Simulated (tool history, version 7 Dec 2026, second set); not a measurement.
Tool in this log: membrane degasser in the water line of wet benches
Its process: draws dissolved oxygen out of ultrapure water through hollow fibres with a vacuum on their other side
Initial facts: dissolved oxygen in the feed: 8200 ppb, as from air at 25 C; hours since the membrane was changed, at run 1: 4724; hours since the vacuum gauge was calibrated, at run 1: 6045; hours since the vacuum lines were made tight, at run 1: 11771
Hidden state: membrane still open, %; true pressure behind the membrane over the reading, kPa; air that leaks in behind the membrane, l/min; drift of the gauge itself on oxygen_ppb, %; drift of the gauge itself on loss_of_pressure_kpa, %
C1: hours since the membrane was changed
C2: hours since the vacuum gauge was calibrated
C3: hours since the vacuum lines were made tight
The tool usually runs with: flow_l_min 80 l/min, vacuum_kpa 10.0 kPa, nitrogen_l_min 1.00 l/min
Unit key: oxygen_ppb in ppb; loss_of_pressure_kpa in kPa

run 1 hour=0.0 | flow_l_min=80 vacuum_kpa=10.0 nitrogen_l_min=1.00 | C1=4724 C2=6045 C3=11771 | oxygen_ppb=890.8 loss_of_pressure_kpa=64.91
-- hour=21.9 vacuum gauge calibrated
run 2 hour=197.6 | flow_l_min=80 vacuum_kpa=22.7 nitrogen_l_min=1.00 | C1=4921 C2=176 C3=11968 | oxygen_ppb=2119.6 loss_of_pressure_kpa=64.90
run 3 hour=521.1 | flow_l_min=80 vacuum_kpa=22.7 nitrogen_l_min=1.00 | C1=5245 C2=499 C3=12291 | oxygen_ppb=2123.2 loss_of_pressure_kpa=65.00
-- hour=809.9 seals of the vacuum lines changed
run 4 hour=823.7 | flow_l_min=80 vacuum_kpa=22.7 nitrogen_l_min=1.00 | C1=5545 C2=800 C3=14 | oxygen_ppb=2135.4 loss_of_pressure_kpa=65.13
run 5 hour=1027.2 | flow_l_min=80 vacuum_kpa=10.0 nitrogen_l_min=0.71 | C1=5749 C2=1003 C3=217 | oxygen_ppb=1060.0 loss_of_pressure_kpa=65.28
run 6 hour=1201.0 | flow_l_min=80 vacuum_kpa=10.0 nitrogen_l_min=0.71 | C1=5923 C2=1177 C3=391 | oxygen_ppb=1061.4 loss_of_pressure_kpa=64.99
run 7 hour=1348.2 | flow_l_min=80 vacuum_kpa=10.0 nitrogen_l_min=0.71 | C1=6070 C2=1324 C3=538 | oxygen_ppb=1054.9 loss_of_pressure_kpa=65.17
run 8 hour=1569.0 | flow_l_min=80 vacuum_kpa=10.0 nitrogen_l_min=1.00 | C1=6291 C2=1545 C3=759 | oxygen_ppb=869.3 loss_of_pressure_kpa=65.28
run 9 hour=1896.2 | flow_l_min=80 vacuum_kpa=10.0 nitrogen_l_min=1.65 | C1=6618 C2=1872 C3=1086 | oxygen_ppb=625.2 loss_of_pressure_kpa=65.06
run 10 hour=2030.3 | flow_l_min=66 vacuum_kpa=10.0 nitrogen_l_min=0.65 | C1=6752 C2=2006 C3=1220 | oxygen_ppb=994.2 loss_of_pressure_kpa=53.96
run 11 hour=2184.0 | flow_l_min=66 vacuum_kpa=10.0 nitrogen_l_min=0.65 | C1=6905 C2=2160 C3=1374 | oxygen_ppb=996.6 loss_of_pressure_kpa=54.03
run 12 hour=2327.5 | flow_l_min=66 vacuum_kpa=10.0 nitrogen_l_min=0.65 | C1=7049 C2=2304 C3=1518 | oxygen_ppb=1000.1 loss_of_pressure_kpa=54.60
run 13 hour=2480.0 | flow_l_min=66 vacuum_kpa=10.0 nitrogen_l_min=0.65 | C1=7202 C2=2456 C3=1670 | oxygen_ppb=993.3 loss_of_pressure_kpa=54.01
run 14 hour=2620.7 | flow_l_min=66 vacuum_kpa=10.0 nitrogen_l_min=0.65 | C1=7342 C2=2597 C3=1811 | oxygen_ppb=1000.0 loss_of_pressure_kpa=54.20
run 15 hour=2932.0 | flow_l_min=66 vacuum_kpa=20.7 nitrogen_l_min=1.12 | C1=7654 C2=2908 C3=2122 | oxygen_ppb=1620.1 loss_of_pressure_kpa=54.25
run 16 hour=3125.6 | flow_l_min=80 vacuum_kpa=9.5 nitrogen_l_min=0.85 | C1=7847 C2=3102 C3=2316 | oxygen_ppb=899.7 loss_of_pressure_kpa=66.23

Below are 5 alternative next runs, each starting from the tool's condition after run 16. Predict each:
run A hour=3319.2 | flow_l_min=80 vacuum_kpa=10.0 nitrogen_l_min=2.53 | C1=8041 C2=3295 C3=2509 | oxygen_ppb=? loss_of_pressure_kpa=?
run B hour=3319.2 | flow_l_min=89 vacuum_kpa=10.0 nitrogen_l_min=0.48 | C1=8041 C2=3295 C3=2509 | oxygen_ppb=? loss_of_pressure_kpa=?
run C hour=3319.2 | flow_l_min=101 vacuum_kpa=6.5 nitrogen_l_min=1.00 | C1=8041 C2=3295 C3=2509 | oxygen_ppb=? loss_of_pressure_kpa=?
run D hour=3319.2 | flow_l_min=71 vacuum_kpa=9.5 nitrogen_l_min=1.19 | C1=8041 C2=3295 C3=2509 | oxygen_ppb=? loss_of_pressure_kpa=?
run E hour=3319.2 | flow_l_min=80 vacuum_kpa=10.0 nitrogen_l_min=2.94 | C1=8041 C2=3295 C3=2509 | oxygen_ppb=? loss_of_pressure_kpa=?

run=A oxygen_ppb=459.5 loss_of_pressure_kpa=66.43
run=B oxygen_ppb=1384.7 loss_of_pressure_kpa=74.09
run=C oxygen_ppb=558.9 loss_of_pressure_kpa=83.38
run=D oxygen_ppb=675.4 loss_of_pressure_kpa=58.52
run=E oxygen_ppb=409.0 loss_of_pressure_kpa=66.01
What these runs would have given with no unlogged condition in the tool:
run=A oxygen_ppb=445.6 loss_of_pressure_kpa=63.27
run=B oxygen_ppb=1354.8 loss_of_pressure_kpa=70.56
run=C oxygen_ppb=528.4 loss_of_pressure_kpa=79.40
run=D oxygen_ppb=658.3 loss_of_pressure_kpa=55.74
run=E oxygen_ppb=396.0 loss_of_pressure_kpa=62.86

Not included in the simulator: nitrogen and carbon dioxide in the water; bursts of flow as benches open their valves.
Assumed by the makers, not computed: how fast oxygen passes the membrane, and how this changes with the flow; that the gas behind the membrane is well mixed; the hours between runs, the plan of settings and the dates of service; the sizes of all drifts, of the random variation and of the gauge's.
